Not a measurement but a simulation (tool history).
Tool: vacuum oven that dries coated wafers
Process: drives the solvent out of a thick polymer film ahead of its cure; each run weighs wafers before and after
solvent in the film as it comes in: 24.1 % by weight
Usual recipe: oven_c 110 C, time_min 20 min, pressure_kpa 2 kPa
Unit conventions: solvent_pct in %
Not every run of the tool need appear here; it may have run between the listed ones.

run    day  oven_c  time_min  pressure_kpa  solvent_pct
  1      0     110        20             2         1.18
  2  0.296     110        20          3.23         1.49
  3  0.596     110        20          3.23         1.49
  4   1.05     110        20          1.41         1.02
  5  1.496     110        20          1.41         1.02
  6  1.804     110        20          1.41         1.04
  7  2.296     110        20          1.41         1.02
  8  2.729     110        20          1.41         1.02
  9  3.162     107        11          4.13         4.91
 10  3.554     107        11          4.13         4.94
 11  3.917     107        11          4.13         4.93
 12  4.221     120        19          5.55         1.16
 13  4.538     110        27             2         0.72

Run 14, settings as shown, results not yet in. Your forecast:
 14  5.004     110        27             2            ?

{"run 14": {"solvent_pct": 0.73}}
On a tool with no hidden condition, and with the same random variation, this run would have come out at solvent_pct 0.73 %.
